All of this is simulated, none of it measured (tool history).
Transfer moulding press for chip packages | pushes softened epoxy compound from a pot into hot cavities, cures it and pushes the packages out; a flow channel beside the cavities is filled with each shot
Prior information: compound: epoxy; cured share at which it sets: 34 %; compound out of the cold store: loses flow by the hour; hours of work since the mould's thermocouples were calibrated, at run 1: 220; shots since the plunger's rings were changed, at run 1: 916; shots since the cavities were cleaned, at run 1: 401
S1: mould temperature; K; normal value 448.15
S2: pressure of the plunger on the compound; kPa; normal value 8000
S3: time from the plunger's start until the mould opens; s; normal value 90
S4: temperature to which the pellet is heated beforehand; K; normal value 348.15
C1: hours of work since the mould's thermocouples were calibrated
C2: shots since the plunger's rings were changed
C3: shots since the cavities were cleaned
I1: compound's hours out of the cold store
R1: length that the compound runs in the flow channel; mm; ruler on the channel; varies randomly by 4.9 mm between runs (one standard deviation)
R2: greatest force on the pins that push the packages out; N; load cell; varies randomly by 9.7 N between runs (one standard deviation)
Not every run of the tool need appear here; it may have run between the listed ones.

{"run": 1, "hour": 0.0, "S1": 448.15, "S2": 8000, "S3": 90, "S4": 348.15, "C1": 220, "C2": 916, "C3": 401, "I1": 22.1, "R1": 522, "R2": 594}
{"run": 2, "hour": 5.9, "S1": 448.15, "S2": 8000, "S3": 90, "S4": 348.15, "C1": 223, "C2": 970, "C3": 455, "I1": 35.8, "R1": 487, "R2": 569}
{"run": 3, "hour": 11.6, "S1": 448.15, "S2": 8000, "S3": 90, "S4": 348.15, "C1": 226, "C2": 1024, "C3": 509, "I1": 32.6, "R1": 502, "R2": 582}
{"run": 4, "hour": 24.9, "S1": 448.15, "S2": 8000, "S3": 90, "S4": 348.15, "C1": 233, "C2": 1147, "C3": 632, "I1": 12.2, "R1": 543, "R2": 618}
{"run": 5, "hour": 37.1, "S1": 448.15, "S2": 8000, "S3": 90, "S4": 348.15, "C1": 239, "C2": 1261, "C3": 746, "I1": 46.1, "R1": 473, "R2": 613}
{"hour": 44.5, "done": "cavities cleaned with cleaning compound and waxed"}
{"run": 6, "hour": 51.5, "S1": 448.15, "S2": 8000, "S3": 90, "S4": 348.15, "C1": 246, "C2": 1381, "C3": 65, "I1": 26.1, "R1": 508, "R2": 815}
{"run": 7, "hour": 62.3, "S1": 448.15, "S2": 8000, "S3": 90, "S4": 348.15, "C1": 252, "C2": 1480, "C3": 164, "I1": 41, "R1": 485, "R2": 819}
{"run": 8, "hour": 69.2, "S1": 448.15, "S2": 8000, "S3": 90, "S4": 348.15, "C1": 255, "C2": 1544, "C3": 228, "I1": 36.2, "R1": 494, "R2": 804}
{"run": 9, "hour": 78.0, "S1": 448.15, "S2": 8070, "S3": 90, "S4": 348.15, "C1": 260, "C2": 1627, "C3": 311, "I1": 17.5, "R1": 526, "R2": 832}
{"run": 10, "hour": 90.8, "S1": 448.15, "S2": 8070, "S3": 90, "S4": 348.15, "C1": 267, "C2": 1745, "C3": 429, "I1": 8.4, "R1": 548, "R2": 878}
{"run": 11, "hour": 103.2, "S1": 448.15, "S2": 8070, "S3": 90, "S4": 348.15, "C1": 273, "C2": 1861, "C3": 545, "I1": 41.2, "R1": 479, "R2": 798}
{"hour": 111.4, "done": "cavities cleaned with cleaning compound and waxed, once more"}
{"run": 12, "hour": 117.3, "S1": 444.15, "S2": 8070, "S3": 90, "S4": 348.15, "C1": 280, "C2": 1978, "C3": 55, "I1": 34.5, "R1": 491, "R2": 572}
{"run": 13, "hour": 128.8, "S1": 444.15, "S2": 8070, "S3": 90, "S4": 348.15, "C1": 286, "C2": 2084, "C3": 161, "I1": 11.3, "R1": 547, "R2": 693}
{"run": 14, "hour": 141.8, "S1": 444.15, "S2": 8070, "S3": 90, "S4": 348.15, "C1": 293, "C2": 2205, "C3": 282, "I1": 10.6, "R1": 544, "R2": 737}
{"run": 15, "hour": 148.3, "S1": 448.15, "S2": 8000, "S3": 90, "S4": 348.15, "C1": 296, "C2": 2265, "C3": 342, "I1": 26.3, "R1": 495, "R2": 535}

Run 16 is up next; what results do you expect?
{"run": 16, "hour": 157.7, "S1": 448.15, "S2": 6480, "S3": 108, "S4": 348.15, "C1": 301, "C2": 2353, "C3": 430, "I1": 20.5, "R1": "?", "R2": "?"}

Logged for run 16: R1 458 mm, R2 422 N.
Had the tool carried no hidden state, the very same run would have given R1 481 mm, R2 313 N.
